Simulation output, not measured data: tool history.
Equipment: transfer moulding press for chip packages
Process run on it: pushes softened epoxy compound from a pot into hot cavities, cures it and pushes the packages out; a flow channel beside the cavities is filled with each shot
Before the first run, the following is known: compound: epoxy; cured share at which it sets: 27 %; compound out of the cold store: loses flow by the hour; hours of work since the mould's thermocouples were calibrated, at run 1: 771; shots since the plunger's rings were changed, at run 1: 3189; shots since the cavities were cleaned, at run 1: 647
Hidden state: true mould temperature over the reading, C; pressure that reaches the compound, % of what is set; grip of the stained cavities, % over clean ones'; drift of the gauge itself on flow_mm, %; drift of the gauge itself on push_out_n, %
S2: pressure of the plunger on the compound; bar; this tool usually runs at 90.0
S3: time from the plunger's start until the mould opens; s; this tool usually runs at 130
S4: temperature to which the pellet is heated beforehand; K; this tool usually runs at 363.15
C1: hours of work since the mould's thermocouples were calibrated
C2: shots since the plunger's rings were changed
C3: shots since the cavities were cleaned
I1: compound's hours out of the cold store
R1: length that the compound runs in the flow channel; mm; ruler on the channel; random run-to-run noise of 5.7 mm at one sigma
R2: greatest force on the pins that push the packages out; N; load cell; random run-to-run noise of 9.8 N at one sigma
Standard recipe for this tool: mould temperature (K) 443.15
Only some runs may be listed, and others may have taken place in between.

{"run": 1, "hour": 0.0, "mould temperature (K)": 443.15, "S2": 90.0, "S3": 130, "S4": 363.15, "C1": 771, "C2": 3189, "C3": 647, "I1": 45.0, "R1": 529, "R2": 814}
{"hour": 30.1, "done": "cavities cleaned with cleaning compound and waxed"}
{"run": 2, "hour": 36.0, "mould temperature (K)": 443.15, "S2": 90.0, "S3": 130, "S4": 363.15, "C1": 796, "C2": 3551, "C3": 62, "I1": 44.0, "R1": 518, "R2": 1047}
{"run": 3, "hour": 62.3, "mould temperature (K)": 443.15, "S2": 98.8, "S3": 130, "S4": 363.15, "C1": 814, "C2": 3826, "C3": 337, "I1": 32.0, "R1": 561, "R2": 946}
{"hour": 92.4, "done": "plunger's sealing rings changed"}
{"run": 4, "hour": 100.2, "mould temperature (K)": 443.15, "S2": 98.8, "S3": 130, "S4": 363.15, "C1": 839, "C2": 82, "C3": 708, "I1": 24.2, "R1": 620, "R2": 891}
{"hour": 108.9, "done": "mould's thermocouples calibrated"}
{"hour": 125.0, "done": "cavities cleaned with cleaning compound and waxed"}
{"run": 5, "hour": 140.0, "mould temperature (K)": 443.15, "S2": 90.0, "S3": 130, "S4": 363.15, "C1": 21, "C2": 462, "C3": 157, "I1": 24.2, "R1": 601, "R2": 618}
{"run": 6, "hour": 174.3, "mould temperature (K)": 443.15, "S2": 90.0, "S3": 130, "S4": 363.15, "C1": 45, "C2": 821, "C3": 516, "I1": 24.5, "R1": 579, "R2": 824}
{"run": 7, "hour": 193.2, "mould temperature (K)": 443.15, "S2": 90.0, "S3": 135, "S4": 363.15, "C1": 59, "C2": 1019, "C3": 714, "I1": 11.4, "R1": 616, "R2": 810}
{"hour": 216.8, "done": "cavities cleaned with cleaning compound and waxed"}
{"run": 8, "hour": 232.4, "mould temperature (K)": 443.15, "S2": 90.0, "S3": 168, "S4": 363.15, "C1": 85, "C2": 1414, "C3": 163, "I1": 27.0, "R1": 581, "R2": 567}
{"run": 9, "hour": 256.7, "mould temperature (K)": 443.15, "S2": 90.0, "S3": 168, "S4": 363.15, "C1": 103, "C2": 1668, "C3": 417, "I1": 15.6, "R1": 594, "R2": 657}
{"hour": 268.3, "done": "cavities cleaned with cleaning compound and waxed, once more"}
{"run": 10, "hour": 300.4, "mould temperature (K)": 443.15, "S2": 90.0, "S3": 168, "S4": 363.15, "C1": 132, "C2": 2111, "C3": 337, "I1": 10.8, "R1": 609, "R2": 626}
{"run": 11, "hour": 323.0, "mould temperature (K)": 443.15, "S2": 90.0, "S3": 130, "S4": 363.15, "C1": 148, "C2": 2347, "C3": 573, "I1": 30.7, "R1": 564, "R2": 818}
{"run": 12, "hour": 342.3, "mould temperature (K)": 443.15, "S2": 90.0, "S3": 130, "S4": 363.15, "C1": 162, "C2": 2550, "C3": 776, "I1": 35.8, "R1": 543, "R2": 837}
{"hour": 360.4, "done": "cavities cleaned with cleaning compound and waxed"}
{"run": 13, "hour": 360.8, "mould temperature (K)": 443.15, "S2": 90.0, "S3": 130, "S4": 363.15, "C1": 174, "C2": 2727, "C3": 4, "I1": 35.7, "R1": 546, "R2": 444}
{"run": 14, "hour": 384.2, "mould temperature (K)": 443.15, "S2": 90.0, "S3": 130, "S4": 363.15, "C1": 191, "C2": 2972, "C3": 249, "I1": 18.7, "R1": 577, "R2": 669}
{"run": 15, "hour": 421.9, "mould temperature (K)": 443.15, "S2": 90.0, "S3": 130, "S4": 363.15, "C1": 217, "C2": 3367, "C3": 644, "I1": 40.0, "R1": 528, "R2": 815}
{"hour": 450.4, "done": "cavities cleaned with cleaning compound and waxed"}
{"run": 16, "hour": 464.6, "mould temperature (K)": 451.15, "S2": 90.0, "S3": 130, "S4": 363.15, "C1": 247, "C2": 3798, "C3": 149, "I1": 9.3, "R1": 561, "R2": 529}
{"run": 17, "hour": 483.8, "mould temperature (K)": 447.15, "S2": 86.4, "S3": 130, "S4": 363.15, "C1": 260, "C2": 3999, "C3": 350, "I1": 42.0, "R1": 495, "R2": 667}
{"hour": 496.9, "done": "plunger's sealing rings changed"}
{"run": 18, "hour": 525.3, "mould temperature (K)": 446.15, "S2": 86.4, "S3": 131, "S4": 355.15, "C1": 288, "C2": 297, "C3": 759, "I1": 39.7, "R1": 544, "R2": 761}
{"hour": 543.9, "done": "cavities cleaned with cleaning compound and waxed"}
{"run": 19, "hour": 549.9, "mould temperature (K)": 446.15, "S2": 86.4, "S3": 131, "S4": 355.15, "C1": 304, "C2": 538, "C3": 62, "I1": 10.7, "R1": 598, "R2": 471}
{"run": 20, "hour": 590.6, "mould temperature (K)": 444.15, "S2": 86.4, "S3": 110, "S4": 368.15, "C1": 333, "C2": 965, "C3": 489, "I1": 20.5, "R1": 574, "R2": 869}
{"run": 21, "hour": 627.7, "mould temperature (K)": 446.15, "S2": 72.8, "S3": 130, "S4": 371.15, "C1": 359, "C2": 1354, "C3": 878, "I1": 23.2, "R1": 522, "R2": 796}
{"hour": 634.5, "done": "cavities cleaned with cleaning compound and waxed"}
{"run": 22, "hour": 656.5, "mould temperature (K)": 446.15, "S2": 90.0, "S3": 130, "S4": 363.15, "C1": 378, "C2": 1640, "C3": 231, "I1": 19.9, "R1": 585, "R2": 597}
{"run": 23, "hour": 687.9, "mould temperature (K)": 446.15, "S2": 98.5, "S3": 130, "S4": 357.15, "C1": 401, "C2": 1968, "C3": 559, "I1": 24.4, "R1": 605, "R2": 750}
{"run": 24, "hour": 720.4, "mould temperature (K)": 448.15, "S2": 98.5, "S3": 165, "S4": 357.15, "C1": 424, "C2": 2309, "C3": 900, "I1": 33.2, "R1": 562, "R2": 740}
{"hour": 726.5, "done": "cavities cleaned with cleaning compound and waxed"}
{"run": 25, "hour": 755.1, "mould temperature (K)": 448.15, "S2": 76.6, "S3": 155, "S4": 357.15, "C1": 447, "C2": 2656, "C3": 300, "I1": 30.4, "R1": 505, "R2": 619}
{"run": 26, "hour": 789.8, "mould temperature (K)": 443.15, "S2": 90.0, "S3": 130, "S4": 364.15, "C1": 472, "C2": 3020, "C3": 664, "I1": 13.9, "R1": 590, "R2": 830}
{"hour": 819.3, "done": "cavities cleaned with cleaning compound and waxed"}
{"run": 27, "hour": 833.1, "mould temperature (K)": 437.15, "S2": 106.1, "S3": 130, "S4": 358.15, "C1": 501, "C2": 3458, "C3": 145, "I1": 38.0, "R1": 591, "R2": 782}
{"run": 28, "hour": 865.1, "mould temperature (K)": 447.15, "S2": 80.7, "S3": 119, "S4": 363.15, "C1": 524, "C2": 3793, "C3": 480, "I1": 16.2, "R1": 538, "R2": 737}

Below are 4 alternative next runs, each starting from the tool's condition after run 28. Predict each:
{"run": "A", "hour": 889.8, "mould temperature (K)": 450.15, "S2": 90.0, "S3": 161, "S4": 373.15, "C1": 541, "C2": 4051, "C3": 738, "I1": 14.6, "R1": "?", "R2": "?"}
{"run": "B", "hour": 889.8, "mould temperature (K)": 445.15, "S2": 80.7, "S3": 119, "S4": 363.15, "C1": 541, "C2": 4051, "C3": 738, "I1": 35.6, "R1": "?", "R2": "?"}
{"run": "C", "hour": 889.8, "mould temperature (K)": 443.15, "S2": 87.7, "S3": 145, "S4": 370.15, "C1": 541, "C2": 4051, "C3": 738, "I1": 32.1, "R1": "?", "R2": "?"}
{"run": "D", "hour": 889.8, "mould temperature (K)": 448.15, "S2": 82.6, "S3": 139, "S4": 363.15, "C1": 541, "C2": 4051, "C3": 738, "I1": 28.0, "R1": "?", "R2": "?"}

run=A R1=553 R2=736
run=B R1=496 R2=818
run=C R1=542 R2=768
run=D R1=516 R2=745
Stripped of hidden state, with their random variation kept, the same runs would have yielded:
run=A R1=596 R2=383
run=B R1=535 R2=450
run=C R1=584 R2=409
run=D R1=556 R2=390
